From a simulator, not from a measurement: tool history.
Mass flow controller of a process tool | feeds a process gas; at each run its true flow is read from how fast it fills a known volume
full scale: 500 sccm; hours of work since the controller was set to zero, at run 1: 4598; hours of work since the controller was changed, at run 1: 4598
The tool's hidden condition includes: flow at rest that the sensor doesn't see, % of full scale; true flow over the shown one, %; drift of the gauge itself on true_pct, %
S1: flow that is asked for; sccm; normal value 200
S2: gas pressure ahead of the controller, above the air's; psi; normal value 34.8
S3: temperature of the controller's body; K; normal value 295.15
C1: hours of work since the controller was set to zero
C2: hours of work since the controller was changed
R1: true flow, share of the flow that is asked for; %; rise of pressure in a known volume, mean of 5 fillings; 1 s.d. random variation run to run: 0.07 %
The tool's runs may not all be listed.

run    hour   S1    S2      S3    C1    C2      R1
  1       0  200  34.8  295.15  4598  4598  101.87
  2   105.1  200  34.8  295.15  4680  4680  101.86
  3   286.1  200  34.8  295.15  4823  4823  102.07
  4   448.1  200  34.8  302.15  4951  4951  102.48
  5   625.6  200  34.8  302.15  5091  5091  102.61
  6   772.1  110  34.8  295.15  5206  5206  103.87
  7   900.7  110  34.8  295.15  5308  5308  103.86
     1071.9  -- controller's zero set anew
  8  1083.5  110  34.8  295.15     9  5451   99.96
  9  1248.3  184  34.8  307.15   139  5581  100.98
 10  1377.1  201  34.8  305.15   241  5683  100.98
 11  1506.8  200  31.5  295.15   343  5785  100.24
 12    1612  350  24.4  309.15   426  5868  101.31
 13  1772.1   57  26.1  309.15   552  5994  101.34

Consider 4 possible next runs. They are alternatives, not a sequence: every one starts from the tool as it was left by run 13. What does each give?
  A  1891.3   56  39.6  296.15  646  6088   ?
  B  1891.3   58  26.1  309.15  646  6088   ?
  C  1891.3  337  24.5  308.15  646  6088   ?
  D  1891.3  200  34.8  305.15  646  6088   ?

run      R1
  A  101.27
  B  101.44
  C  101.25
  D  101.31
Without the tool's hidden state the same runs would have given:
run     R1
  A  98.96
  B  99.16
  C  99.88
  D  99.81

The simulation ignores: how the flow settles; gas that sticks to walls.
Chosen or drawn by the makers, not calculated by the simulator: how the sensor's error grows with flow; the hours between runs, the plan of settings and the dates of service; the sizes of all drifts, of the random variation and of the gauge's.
